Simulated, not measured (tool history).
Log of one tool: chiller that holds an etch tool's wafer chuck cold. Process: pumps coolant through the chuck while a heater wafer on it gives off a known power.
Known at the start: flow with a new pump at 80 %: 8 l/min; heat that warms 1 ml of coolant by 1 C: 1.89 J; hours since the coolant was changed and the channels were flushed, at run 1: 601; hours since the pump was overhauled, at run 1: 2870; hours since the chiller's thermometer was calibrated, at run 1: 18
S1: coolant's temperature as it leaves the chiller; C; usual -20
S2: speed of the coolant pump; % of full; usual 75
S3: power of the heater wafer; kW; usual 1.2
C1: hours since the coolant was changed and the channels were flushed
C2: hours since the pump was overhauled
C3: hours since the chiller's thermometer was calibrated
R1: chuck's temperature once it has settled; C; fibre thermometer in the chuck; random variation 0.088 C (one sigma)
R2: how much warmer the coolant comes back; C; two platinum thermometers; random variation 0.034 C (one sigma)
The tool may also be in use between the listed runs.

run 1 day=0 | S1=-20 S2=75 S3=1.2 | C1=601 C2=2870 C3=18 | R1=-8.69 R2=5.48
run 2 day=1.362 | S1=-20 S2=75 S3=1.2 | C1=633 C2=2903 C3=51 | R1=-8.61 R2=5.48
run 3 day=4.021 | S1=-20 S2=75 S3=1.2 | C1=697 C2=2967 C3=114 | R1=-8.58 R2=5.48
run 4 day=6.638 | S1=-20 S2=75 S3=1.2 | C1=760 C2=3029 C3=177 | R1=-8.62 R2=5.53
run 5 day=8.229 | S1=-20 S2=75 S3=1.233 | C1=798 C2=3068 C3=215 | R1=-8.29 R2=5.77
run 6 day=10.246 | S1=-20 S2=75 S3=1.233 | C1=846 C2=3116 C3=264 | R1=-8.45 R2=5.68
run 7 day=12.279 | S1=-20 S2=75 S3=1.233 | C1=895 C2=3165 C3=313 | R1=-8.16 R2=5.73
run 8 day=13.571 | S1=-20 S2=75 S3=1.233 | C1=926 C2=3196 C3=344 | R1=-8.23 R2=5.75
run 9 day=14.879 | S1=-20 S2=75 S3=1.233 | C1=958 C2=3227 C3=375 | R1=-8.17 R2=5.69
run 10 day=16.779 | S1=-20 S2=75 S3=1.233 | C1=1003 C2=3273 C3=421 | R1=-8.12 R2=5.72
-- day=16.996 chiller's thermometer calibrated
run 11 day=19.154 | S1=-20 S2=75 S3=1.233 | C1=1059 C2=3329 C3=52 | R1=-8.17 R2=5.77
run 12 day=20.954 | S1=-20 S2=92 S3=0.897 | C1=1102 C2=3372 C3=95 | R1=-12.64 R2=3.36
-- day=23.133 chiller's thermometer calibrated, once more
run 13 day=24.038 | S1=-20 S2=92 S3=0.897 | C1=1175 C2=3445 C3=22 | R1=-12.48 R2=3.38

4 ways to go on from here, each from the tool as it stands after run 13. What would each give?
run A day=26.708 | S1=-13 S2=75 S3=0.75 | C1=1240 C2=3509 C3=86 | R1=? R2=?
run B day=26.708 | S1=-12 S2=92 S3=0.897 | C1=1240 C2=3509 C3=86 | R1=? R2=?
run C day=26.708 | S1=-20 S2=69 S3=0.897 | C1=1240 C2=3509 C3=86 | R1=? R2=?
run D day=26.708 | S1=-10 S2=75 S3=0.734 | C1=1240 C2=3509 C3=86 | R1=? R2=?

run=A R1=-5.55 R2=3.52
run=B R1=-4.77 R2=3.4
run=C R1=-10.46 R2=4.56
run=D R1=-2.85 R2=3.46
Without the tool's hidden state the same runs would have given:
run=A R1=-6.27 R2=3.19
run=B R1=-5.5 R2=3.09
run=C R1=-11.39 R2=4.13
run=D R1=-3.55 R2=3.13
